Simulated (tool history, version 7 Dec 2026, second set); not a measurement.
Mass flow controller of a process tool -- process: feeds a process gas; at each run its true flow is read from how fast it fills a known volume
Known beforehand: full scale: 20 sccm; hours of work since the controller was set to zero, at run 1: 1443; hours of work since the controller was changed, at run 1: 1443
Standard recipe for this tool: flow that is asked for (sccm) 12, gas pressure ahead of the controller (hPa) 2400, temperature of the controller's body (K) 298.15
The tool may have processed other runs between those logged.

run,hour,flow that is asked for (sccm),gas pressure ahead of the controller (hPa),temperature of the controller's body (K),hours of work since the controller was set to zero,hours of work since the controller was changed,true flow (%)
1,0,12,2400,298.15,1443,1443,99.15
2,148.7,12,2400,298.15,1551,1551,99.18
3,320.5,6,2400,298.15,1675,1675,98.46
4,491.4,6,2400,298.15,1799,1799,98.28
5,659.1,12,1950,298.15,1921,1921,98.91
6,832.6,12,1950,298.15,2046,2046,98.94
7,961.4,12,2400,298.15,2140,2140,99
8,1166.5,12,2400,298.15,2288,2288,98.88
9,1307.8,12,2400,298.15,2391,2391,99.01
10,1454.3,12,2400,298.15,2497,2497,98.9
11,1585.7,12,2400,298.15,2592,2592,98.87
12,1714.8,12,2400,298.15,2686,2686,99.01
13,1930.9,2,2400,298.15,2842,2842,97.7
14,2119.2,12,2400,294.15,2979,2979,98.8
15,2346.1,12,2070,298.15,3143,3143,98.74
16,2481.6,12,1430,298.15,3241,3241,98.55
17,2589,12,1430,298.15,3319,3319,98.47
18,2816.2,12,1430,298.15,3484,3484,98.43
19,3045.1,12,2400,308.15,3650,3650,99.01
20,3176.2,12,2400,305.15,3744,3744,98.82
21,3376.9,12,2400,305.15,3890,3890,98.93
22,3570,12,2400,309.15,4030,4030,98.88
23,3669.5,12,2400,309.15,4102,4102,98.88
24,3809.2,6,2400,297.15,4203,4203,97.88
25,3960.7,6,2400,297.15,4313,4313,97.88
26,4098,5,1650,306.15,4412,4412,97.63
27,4206.4,7,1540,308.15,4491,4491,97.97

Run 28 is up next; what results do you expect?
28,4381.9,6,1610,300.15,4618,4618,?

For run 28 the tool returned true flow (%) 97.6.
With no hidden state in the tool, this same run would have given true flow (%) 98.14.
